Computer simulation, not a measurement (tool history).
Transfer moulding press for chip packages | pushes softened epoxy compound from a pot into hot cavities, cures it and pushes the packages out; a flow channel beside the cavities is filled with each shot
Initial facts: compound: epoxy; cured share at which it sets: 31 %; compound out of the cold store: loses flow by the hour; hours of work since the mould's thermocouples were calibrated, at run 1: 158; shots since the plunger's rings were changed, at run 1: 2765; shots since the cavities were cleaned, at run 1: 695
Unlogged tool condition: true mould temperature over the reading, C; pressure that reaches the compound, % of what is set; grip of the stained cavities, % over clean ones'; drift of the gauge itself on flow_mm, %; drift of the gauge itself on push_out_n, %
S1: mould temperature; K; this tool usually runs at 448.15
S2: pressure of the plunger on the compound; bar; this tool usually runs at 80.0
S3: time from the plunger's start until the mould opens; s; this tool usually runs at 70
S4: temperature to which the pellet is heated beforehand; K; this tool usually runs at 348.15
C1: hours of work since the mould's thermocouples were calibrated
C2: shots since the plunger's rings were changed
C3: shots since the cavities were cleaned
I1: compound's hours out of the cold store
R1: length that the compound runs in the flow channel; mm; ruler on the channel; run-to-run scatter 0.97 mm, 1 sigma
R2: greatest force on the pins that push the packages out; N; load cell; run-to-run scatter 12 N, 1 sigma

run,hour,S1,S2,S3,S4,C1,C2,C3,I1,R1,R2
1,0.0,448.15,80.0,70,348.15,158,2765,695,47.0,532.3,904
2,27.5,448.15,80.0,70,348.15,173,3084,1014,17.4,619.7,1036
# hour 45.7: cavities cleaned with cleaning compound and waxed
3,69.2,448.15,80.0,70,348.15,195,3553,273,12.6,631.6,1302
4,95.8,442.15,80.0,70,348.15,210,3861,581,9.2,660.7,2090
5,114.6,449.15,80.0,70,348.15,220,4080,800,28.1,578.8,1103
# hour 128.6: plunger's sealing rings changed
# hour 151.8: cavities cleaned with cleaning compound and waxed
6,154.5,449.15,80.0,70,348.15,240,283,31,11.3,643.3,559
# hour 170.7: cavities cleaned with cleaning compound and waxed, once more
7,198.7,449.15,80.0,70,348.15,263,781,327,24.5,600.7,696
8,233.8,449.15,80.0,70,348.15,282,1189,735,35.3,566.0,821
# hour 275.0: cavities cleaned with cleaning compound and waxed
9,275.0,449.15,80.0,70,348.15,304,1650,0,46.5,531.3,465
10,306.1,450.15,80.0,70,353.15,321,2012,362,44.6,532.7,638
11,332.8,450.15,80.0,70,353.15,336,2322,672,33.7,562.7,747
12,365.8,447.15,82.2,104,341.15,354,2706,1056,32.3,579.8,620
# hour 380.2: cavities cleaned with cleaning compound and waxed
13,387.3,447.15,82.2,104,341.15,365,2938,82,30.2,587.8,378
14,405.0,450.15,66.0,70,339.15,374,3144,288,9.7,577.2,707
15,436.9,448.15,70.4,70,348.15,392,3515,659,26.1,550.9,874
16,466.5,452.15,82.0,70,348.15,408,3860,1004,19.8,602.7,766
# hour 484.4: cavities cleaned with cleaning compound and waxed
17,489.9,452.15,82.0,70,348.15,420,4113,64,39.7,541.3,444

Each row is a separate what-if for the run after 17, all from the same tool condition, not one after another. Results?
# hour 502.6: plunger's sealing rings changed
A,515.4,448.15,80.0,70,346.15,433,149,332,28.4,?,?
# hour 502.6: plunger's sealing rings changed
B,515.4,452.15,63.3,70,356.15,433,149,332,16.7,?,?
# hour 502.6: plunger's sealing rings changed
C,515.4,448.15,80.0,70,339.15,433,149,332,31.9,?,?
# hour 502.6: plunger's sealing rings changed
D,515.4,447.15,80.0,88,349.15,433,149,332,25.9,?,?

run,R1,R2
A,592.0,716
B,548.6,569
C,585.0,780
D,603.4,503
What these runs would have given with no unlogged condition in the tool:
run,R1,R2
A,593.8,514
B,550.3,406
C,586.7,558
D,605.2,357

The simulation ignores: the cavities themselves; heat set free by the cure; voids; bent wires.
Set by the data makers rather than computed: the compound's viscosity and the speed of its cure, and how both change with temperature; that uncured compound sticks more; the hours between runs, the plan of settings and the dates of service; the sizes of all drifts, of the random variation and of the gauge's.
